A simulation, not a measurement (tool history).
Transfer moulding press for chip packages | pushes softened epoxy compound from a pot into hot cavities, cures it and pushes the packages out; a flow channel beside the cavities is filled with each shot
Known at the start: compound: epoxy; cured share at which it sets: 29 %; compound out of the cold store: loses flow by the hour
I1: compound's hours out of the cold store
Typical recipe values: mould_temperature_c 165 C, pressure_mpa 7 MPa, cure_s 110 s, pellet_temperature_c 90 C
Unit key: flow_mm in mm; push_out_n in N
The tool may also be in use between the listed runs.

Run 1, hour 0: usual settings; I1 28.7. Result: flow_mm 785 mm, push_out_n 297 N.
At hour 7.7: cavities cleaned with cleaning compound and waxed.
Run 2, hour 12.8: usual settings; I1 39.8. Result: flow_mm 742 mm, push_out_n 212 N.
Run 3, hour 24.9: usual settings; I1 46. Result: flow_mm 710 mm, push_out_n 242 N.
Run 4, hour 44.1: usual settings but pellet_temperature_c 82 C; I1 27.4. Result: flow_mm 785 mm, push_out_n 305 N.
At hour 57.1: cavities cleaned with cleaning compound and waxed.
Run 5, hour 59.1: usual settings but pellet_temperature_c 82 C; I1 38.6. Result: flow_mm 734 mm, push_out_n 192 N.
Run 6, hour 75.3: usual settings but pellet_temperature_c 82 C; I1 12.8. Result: flow_mm 849 mm, push_out_n 258 N.
Run 7, hour 92.2: usual settings but pellet_temperature_c 82 C; I1 44.6. Result: flow_mm 698 mm, push_out_n 307 N.
At hour 106.2: cavities cleaned with cleaning compound and waxed.
Run 8, hour 111.1: usual settings but pellet_temperature_c 82 C; I1 26.1. Result: flow_mm 783 mm, push_out_n 213 N.
At hour 114: mould's thermocouples calibrated.
Run 9, hour 128.4: usual settings but pellet_temperature_c 82 C; I1 24.3. Result: flow_mm 784 mm, push_out_n 257 N.
Run 10, hour 141.1: usual settings but mould_temperature_c 163 C; I1 36.6. Result: flow_mm 745 mm, push_out_n 312 N.
At hour 158.6: cavities cleaned with cleaning compound and waxed.
Run 11, hour 159.5: usual settings but mould_temperature_c 163 C; I1 42.5. Result: flow_mm 712 mm, push_out_n 204 N.
Run 12, hour 170.6: usual settings but mould_temperature_c 163 C; I1 28.8. Result: flow_mm 748 mm, push_out_n 249 N.
Run 13, hour 181.1: usual settings but mould_temperature_c 163 C; I1 30. Result: flow_mm 747 mm, push_out_n 280 N.
Run 14, hour 192.8: usual settings; I1 27.2. Result: flow_mm 743 mm, push_out_n 302 N.
At hour 197.9: plunger's sealing rings changed.
At hour 201.3: mould's thermocouples calibrated, once more.
Run 15, hour 207.4: usual settings but mould_temperature_c 158 C, pressure_mpa 5.69 MPa, cure_s 107 s, pellet_temperature_c 82 C; I1 25.3. Result: flow_mm 767 mm, push_out_n 440 N.
At hour 211.8: cavities cleaned with cleaning compound and waxed.
Run 16, hour 221.6: usual settings but mould_temperature_c 158 C, pressure_mpa 5.69 MPa, cure_s 107 s, pellet_temperature_c 82 C; I1 13.8. Result: flow_mm 806 mm, push_out_n 336 N.
Run 17, hour 233.1: usual settings but mould_temperature_c 170 C, pressure_mpa 5.22 MPa, cure_s 112 s, pellet_temperature_c 82 C; I1 19.8. Result: flow_mm 727 mm, push_out_n 244 N.
Run 18, hour 244.5: usual settings but mould_temperature_c 170 C, pressure_mpa 5.22 MPa, cure_s 112 s, pellet_temperature_c 82 C; I1 9.2. Result: flow_mm 763 mm, push_out_n 271 N.
Run 19, hour 258: usual settings but mould_temperature_c 170 C, pressure_mpa 5.22 MPa, cure_s 112 s, pellet_temperature_c 82 C; I1 42.7. Result: flow_mm 644 mm, push_out_n 298 N.
At hour 261.4: cavities cleaned with cleaning compound and waxed.
Run 20, hour 269.9: usual settings but mould_temperature_c 167 C, pressure_mpa 5.22 MPa, cure_s 112 s; I1 11.2. Result: flow_mm 754 mm, push_out_n 204 N.
Run 21, hour 288.3: usual settings but mould_temperature_c 163 C, pressure_mpa 5.22 MPa, cure_s 112 s; I1 28.4. Result: flow_mm 697 mm, push_out_n 298 N.
Run 22, hour 306.2: usual settings but mould_temperature_c 163 C, pressure_mpa 5.22 MPa, cure_s 98 s; I1 32.3. Result: flow_mm 682 mm, push_out_n 370 N.
At hour 310.9: cavities cleaned with cleaning compound and waxed.
Run 23, hour 324.6: usual settings but mould_temperature_c 163 C, pressure_mpa 5.74 MPa, cure_s 116 s, pellet_temperature_c 88 C; I1 9.6. Result: flow_mm 806 mm, push_out_n 253 N.
Run 24, hour 334.3: usual settings but pressure_mpa 7.37 MPa, cure_s 111 s; I1 28.4. Result: flow_mm 807 mm, push_out_n 269 N.
Run 25, hour 345.5: usual settings but pressure_mpa 7.37 MPa, cure_s 140 s, pellet_temperature_c 92 C; I1 25.1. Result: flow_mm 835 mm, push_out_n 263 N.
Run 26, hour 355.5: usual settings but cure_s 132 s; I1 39.1. Result: flow_mm 753 mm, push_out_n 289 N.
At hour 359.7: cavities cleaned with cleaning compound and waxed.
Run 27, hour 365.6: usual settings but pressure_mpa 5.69 MPa, cure_s 132 s; I1 12.1. Result: flow_mm 789 mm, push_out_n 193 N.
Run 28, hour 381.1: usual settings but pressure_mpa 6.28 MPa; I1 15.4. Result: flow_mm 802 mm, push_out_n 276 N.

3 options for the next run, each taken on its own from the tool as it stands now. Forecast them:
Run A, hour 395.6: usual settings but mould_temperature_c 166 C, pressure_mpa 6.28 MPa, cure_s 109 s; I1 32. Result: flow_mm ?, push_out_n ?.
Run B, hour 395.6: usual settings but pressure_mpa 7.04 MPa, pellet_temperature_c 85 C; I1 36.6. Result: flow_mm ?, push_out_n ?.
Run C, hour 395.6: usual settings but pressure_mpa 5.5 MPa, cure_s 91 s, pellet_temperature_c 83 C; I1 13.2. Result: flow_mm ?, push_out_n ?.

run  flow_mm  push_out_n
  A      741         300
  B      770         292
  C      762         388
Take away the tool's hidden state, keep each run's random variation, and the runs would have read:
run  flow_mm  push_out_n
  A      765         183
  B      794         177
  C      787         233
